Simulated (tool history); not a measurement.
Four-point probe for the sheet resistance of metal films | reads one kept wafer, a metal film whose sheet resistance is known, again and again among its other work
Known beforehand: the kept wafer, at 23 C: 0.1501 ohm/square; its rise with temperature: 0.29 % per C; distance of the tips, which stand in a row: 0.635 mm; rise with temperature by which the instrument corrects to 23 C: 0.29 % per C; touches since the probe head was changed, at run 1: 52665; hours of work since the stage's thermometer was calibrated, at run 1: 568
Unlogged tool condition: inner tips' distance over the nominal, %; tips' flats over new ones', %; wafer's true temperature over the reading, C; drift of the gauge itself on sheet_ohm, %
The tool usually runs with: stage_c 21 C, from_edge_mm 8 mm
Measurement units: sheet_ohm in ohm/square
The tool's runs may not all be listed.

run	hour	stage_c	from_edge_mm	touches since the probe head was changed	hours of work since the stage's thermometer was calibrated	sheet_ohm
1	0	21	8	52665	568	0.151949
2	18.7	21	8	53484	581	0.152018
3	38.2	21	8	54339	595	0.151982
4	54.6	21	8	55056	607	0.152012
5	82.7	21	8	56284	627	0.152082
6	99.6	21	8	57024	640	0.152064
7	130.3	27	20	58368	662	0.151665
# hour 132.9: stage's thermometer calibrated
8	161.1	23	4	59694	20	0.153624
9	183.8	21	4	60687	37	0.153682
10	212.3	27	32	61934	58	0.151623
11	229.8	27	32	62702	70	0.151658

Consider 5 possible next runs. They are alternatives, not a sequence: every one starts from the tool as it was left by run 11. What does each give?
A	254	29	25	63760	88	?
B	254	21	8	63760	88	?
C	254	22	42	63760	88	?
D	254	31	10	63760	88	?
E	254	30	8	63760	88	?

run	sheet_ohm
A	0.151756
B	0.152091
C	0.151623
D	0.152002
E	0.152141
Without the tool's unlogged condition, the same runs would have read:
run	sheet_ohm
A	0.150212
B	0.150546
C	0.150082
D	0.150456
E	0.150594

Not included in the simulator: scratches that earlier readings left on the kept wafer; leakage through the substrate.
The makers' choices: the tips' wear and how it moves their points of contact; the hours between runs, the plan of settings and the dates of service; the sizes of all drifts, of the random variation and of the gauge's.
